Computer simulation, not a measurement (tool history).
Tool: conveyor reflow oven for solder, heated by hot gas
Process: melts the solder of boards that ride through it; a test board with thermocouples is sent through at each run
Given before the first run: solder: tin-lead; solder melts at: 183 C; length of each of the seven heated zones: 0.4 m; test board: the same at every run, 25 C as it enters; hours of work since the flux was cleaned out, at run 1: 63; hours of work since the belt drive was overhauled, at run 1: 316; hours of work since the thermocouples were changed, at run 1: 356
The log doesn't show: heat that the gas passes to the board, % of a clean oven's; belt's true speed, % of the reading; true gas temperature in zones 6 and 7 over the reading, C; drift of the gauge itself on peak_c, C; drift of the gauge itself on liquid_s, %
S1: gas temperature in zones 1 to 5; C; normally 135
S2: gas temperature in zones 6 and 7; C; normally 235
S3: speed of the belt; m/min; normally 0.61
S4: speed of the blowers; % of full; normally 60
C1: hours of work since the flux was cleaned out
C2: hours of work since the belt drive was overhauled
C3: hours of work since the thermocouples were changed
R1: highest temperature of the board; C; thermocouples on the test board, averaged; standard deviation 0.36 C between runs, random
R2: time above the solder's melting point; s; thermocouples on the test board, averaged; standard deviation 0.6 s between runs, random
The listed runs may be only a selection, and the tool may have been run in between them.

run 1 hour=0 | S1=135 S2=235 S3=0.61 S4=60 | C1=63 C2=316 C3=356 | R1=215.4 R2=56.7
run 2 hour=44.1 | S1=135 S2=235 S3=0.61 S4=60 | C1=90 C2=342 C3=383 | R1=214.9 R2=56.2
run 3 hour=87.4 | S1=135 S2=235 S3=0.61 S4=60 | C1=116 C2=369 C3=409 | R1=214.8 R2=55.7
run 4 hour=114.3 | S1=135 S2=235 S3=0.61 S4=60 | C1=132 C2=385 C3=425 | R1=214 R2=55.5
run 5 hour=140 | S1=135 S2=235 S3=0.61 S4=73 | C1=148 C2=400 C3=441 | R1=217.5 R2=58.1
run 6 hour=179.8 | S1=135 S2=235 S3=0.636 S4=60 | C1=172 C2=424 C3=465 | R1=212.1 R2=51
run 7 hour=205.1 | S1=135 S2=235 S3=0.61 S4=60 | C1=187 C2=440 C3=480 | R1=214.4 R2=54.2
run 8 hour=242.8 | S1=135 S2=235 S3=0.61 S4=60 | C1=210 C2=462 C3=503 | R1=214.7 R2=55.5
-- hour=250.8 flux residue cleaned out of gas plates and filters
run 9 hour=276.7 | S1=135 S2=235 S3=0.61 S4=82 | C1=16 C2=480 C3=520 | R1=218.5 R2=57.5
-- hour=315.3 thermocouples of zones 6 and 7 changed
run 10 hour=323.4 | S1=135 S2=245 S3=0.594 S4=90 | C1=43 C2=507 C3=5 | R1=228.4 R2=69.2
run 11 hour=365.8 | S1=135 S2=245 S3=0.576 S4=90 | C1=68 C2=532 C3=30 | R1=230.3 R2=72.4
run 12 hour=406.6 | S1=136 S2=240 S3=0.646 S4=74 | C1=93 C2=557 C3=55 | R1=218.5 R2=55.5
run 13 hour=444.6 | S1=135 S2=240 S3=0.559 S4=87 | C1=116 C2=580 C3=78 | R1=225.3 R2=72
run 14 hour=472.4 | S1=135 S2=234 S3=0.689 S4=60 | C1=133 C2=597 C3=95 | R1=208 R2=42.3

Forecast run 15:
-- hour=511.9 flux residue cleaned out of gas plates and filters, once more
run 15 hour=517.5 | S1=135 S2=234 S3=0.689 S4=60 | C1=3 C2=621 C3=119 | R1=? R2=?

For run 15 the tool returned R1 211.7 C, R2 46.3 s.
Were there no unlogged condition in the tool, this run, its random variation unchanged, would have produced R1 211 C, R2 44.7 s.
